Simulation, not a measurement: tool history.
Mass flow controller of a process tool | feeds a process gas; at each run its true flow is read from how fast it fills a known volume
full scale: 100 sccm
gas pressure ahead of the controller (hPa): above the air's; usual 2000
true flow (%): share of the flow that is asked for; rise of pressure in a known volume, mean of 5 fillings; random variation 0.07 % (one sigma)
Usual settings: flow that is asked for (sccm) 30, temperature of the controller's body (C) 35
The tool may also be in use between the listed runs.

run,hour,flow that is asked for (sccm),gas pressure ahead of the controller (hPa),temperature of the controller's body (C),true flow (%)
1,0.0,30,2000,35,97.59
2,131.0,30,2000,35,97.60
3,244.1,30,2000,35,97.54
4,319.8,30,1720,35,97.20
5,424.0,30,1720,35,97.24
# hour 435.4: controller's zero set anew
6,530.4,11,2470,28,95.67
7,673.6,56,2570,38,98.09
8,757.6,36,1900,38,97.02
# hour 841.6: controller's zero set anew, once more
9,896.0,11,1750,32,97.87
10,1027.5,11,1750,32,97.79

5 ways to go on from here, each from the tool as it stands after run 10. What would each give?
A,1157.7,95,2230,38,?
B,1157.7,36,2100,24,?
C,1157.7,22,2270,24,?
D,1157.7,14,1830,26,?
E,1157.7,94,2000,34,?

run,true flow (%)
A,98.91
B,99.38
C,99.25
D,98.38
E,99.10
Without the tool's hidden state the same runs would have given:
run,true flow (%)
A,98.82
B,99.43
C,99.43
D,98.77
E,99.01

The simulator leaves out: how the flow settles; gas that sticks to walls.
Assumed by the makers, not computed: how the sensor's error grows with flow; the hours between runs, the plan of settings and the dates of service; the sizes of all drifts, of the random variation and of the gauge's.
